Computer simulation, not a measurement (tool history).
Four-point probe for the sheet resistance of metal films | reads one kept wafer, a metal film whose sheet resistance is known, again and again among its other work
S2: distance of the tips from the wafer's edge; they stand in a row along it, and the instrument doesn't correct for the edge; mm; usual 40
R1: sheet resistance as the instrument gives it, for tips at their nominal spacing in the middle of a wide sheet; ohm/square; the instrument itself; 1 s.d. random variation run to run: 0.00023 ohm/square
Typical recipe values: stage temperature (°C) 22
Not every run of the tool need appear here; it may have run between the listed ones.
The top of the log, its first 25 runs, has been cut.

Run 26, hour 264.1: usual settings but stage temperature (°C) 21, S2 6 mm. Result: R1 1.163091 ohm/square.
Run 27, hour 273.5: usual settings but stage temperature (°C) 27, S2 10 mm. Result: R1 1.145605 ohm/square.
Run 28, hour 284.3: usual settings but stage temperature (°C) 27, S2 10 mm. Result: R1 1.145835 ohm/square.
Run 29, hour 300.1: usual settings but S2 30 mm. Result: R1 1.146376 ohm/square.
Run 30, hour 309.4: usual settings but stage temperature (°C) 28. Result: R1 1.139985 ohm/square.
Run 31, hour 319.9: usual settings but stage temperature (°C) 28. Result: R1 1.138939 ohm/square.
Run 32, hour 327.5: usual settings but stage temperature (°C) 28. Result: R1 1.138983 ohm/square.
Run 33, hour 341: usual settings but stage temperature (°C) 20, S2 43 mm. Result: R1 1.147782 ohm/square.
Run 34, hour 350: usual settings but stage temperature (°C) 20, S2 43 mm. Result: R1 1.147793 ohm/square.
Run 35, hour 365.7: usual settings but stage temperature (°C) 27, S2 13 mm. Result: R1 1.143348 ohm/square.
Run 36, hour 375.1: usual settings but stage temperature (°C) 34, S2 5 mm. Result: R1 1.156603 ohm/square.
Run 37, hour 387.1: usual settings but stage temperature (°C) 27, S2 35 mm. Result: R1 1.140335 ohm/square.
Run 38, hour 399: usual settings but S2 14 mm. Result: R1 1.148507 ohm/square.
Run 39, hour 406.7: usual settings but stage temperature (°C) 30, S2 43 mm. Result: R1 1.137051 ohm/square.
Run 40, hour 419.2: usual settings but stage temperature (°C) 18, S2 16 mm. Result: R1 1.152097 ohm/square.
Run 41, hour 429.1: usual settings but stage temperature (°C) 26, S2 36 mm. Result: R1 1.14157 ohm/square.
Run 42, hour 437.5: usual settings but stage temperature (°C) 33, S2 47 mm. Result: R1 1.133989 ohm/square.
Run 43, hour 445.8: usual settings but stage temperature (°C) 33, S2 47 mm. Result: R1 1.133981 ohm/square.
Run 44, hour 456.4: usual settings but stage temperature (°C) 20, S2 9 mm. Result: R1 1.155199 ohm/square.
Run 45, hour 463.1: usual settings but stage temperature (°C) 23, S2 10 mm. Result: R1 1.150368 ohm/square.

Forecast each of these 3 alternatives for the next run:
Run A, hour 478.6: usual settings but S2 10 mm. Result: R1 ?.
Run B, hour 478.6: usual settings but S2 22 mm. Result: R1 ?.
Run C, hour 478.6: usual settings but stage temperature (°C) 19, S2 11 mm. Result: R1 ?.

run        R1
  A   1.15156
  B  1.146802
  C  1.153869
Without the tool's hidden state the same runs would have given:
run        R1
  A  1.152395
  B  1.147634
  C  1.154705
